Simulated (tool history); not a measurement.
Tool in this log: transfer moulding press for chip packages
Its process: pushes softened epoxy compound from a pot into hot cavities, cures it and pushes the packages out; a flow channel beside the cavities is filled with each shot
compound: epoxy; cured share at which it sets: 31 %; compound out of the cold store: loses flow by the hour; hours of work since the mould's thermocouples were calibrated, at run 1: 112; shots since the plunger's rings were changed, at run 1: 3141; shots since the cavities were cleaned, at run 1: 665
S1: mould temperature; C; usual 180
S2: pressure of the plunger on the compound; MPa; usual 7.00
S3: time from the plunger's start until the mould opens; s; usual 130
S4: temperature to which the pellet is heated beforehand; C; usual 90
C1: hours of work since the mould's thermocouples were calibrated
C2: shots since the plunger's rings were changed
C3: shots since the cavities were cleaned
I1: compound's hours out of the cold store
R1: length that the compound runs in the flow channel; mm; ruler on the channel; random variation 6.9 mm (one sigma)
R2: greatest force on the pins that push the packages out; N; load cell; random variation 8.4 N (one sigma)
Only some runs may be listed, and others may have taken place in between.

run	hour	S1	S2	S3	S4	C1	C2	C3	I1	R1	R2
1	0.0	180	7.00	130	90	112	3141	665	33.0	781	706
2	24.0	180	7.00	130	90	122	3287	811	47.0	715	730
3	44.2	180	7.00	130	90	131	3409	933	47.7	724	712
# hour 47.7: cavities cleaned with cleaning compound and waxed
4	63.3	180	7.00	130	88	138	3516	95	19.4	840	447
5	88.9	180	7.00	130	88	149	3671	250	44.9	726	532
6	109.9	180	7.00	136	90	158	3798	377	23.3	808	579
7	136.5	177	7.00	130	90	169	3959	538	23.0	820	763
8	150.3	180	7.00	130	90	175	4043	622	44.9	720	653
9	168.4	180	7.00	130	90	183	4153	732	12.3	858	740
10	182.5	180	7.00	132	90	189	4239	818	17.2	835	717
11	201.4	180	7.00	130	90	197	4353	932	41.5	721	707
# hour 204.5: cavities cleaned with cleaning compound and waxed
12	220.8	180	7.00	130	90	205	4461	98	12.7	844	445
13	241.1	180	7.00	130	90	214	4585	222	21.0	807	524
14	259.4	180	7.00	130	90	221	4696	333	8.2	874	591
# hour 269.6: plunger's sealing rings changed
15	287.1	176	6.70	145	89	232	106	486	39.4	791	623
16	313.0	180	5.47	133	90	243	262	642	28.2	741	665
17	326.8	177	5.72	130	90	249	346	726	27.7	782	790
18	347.9	177	5.72	130	90	258	474	854	24.9	798	836
# hour 363.7: cavities cleaned with cleaning compound and waxed
19	372.3	177	7.00	130	92	268	613	52	38.8	798	466
20	396.0	180	8.21	130	95	278	757	196	44.2	819	491
21	413.9	180	8.21	130	95	286	865	304	13.4	959	580
22	433.3	180	8.21	130	88	294	983	422	13.2	980	613
23	450.7	180	8.21	148	89	302	1089	528	40.5	846	583
24	471.0	180	5.80	149	89	310	1211	650	17.4	799	626
25	491.0	180	5.80	149	89	319	1333	772	11.9	827	654
26	510.4	184	5.80	149	81	327	1450	889	11.0	808	639
# hour 521.3: cavities cleaned with cleaning compound and waxed
27	535.2	174	7.00	139	90	337	1591	84	23.1	872	538
28	556.8	178	7.00	121	95	346	1723	216	40.8	767	596

Branching from run 28: 3 alternative next runs. What would each branch give?
A	580.9	178	8.63	130	94	357	1868	361	37.3	?	?
B	580.9	175	6.71	153	90	357	1868	361	44.1	?	?
C	580.9	178	5.38	121	95	357	1868	361	29.2	?	?

run	R1	R2
A	878	637
B	762	568
C	724	685
Without the tool's hidden state the same runs would have given:
run	R1	R2
A	923	418
B	800	369
C	761	456
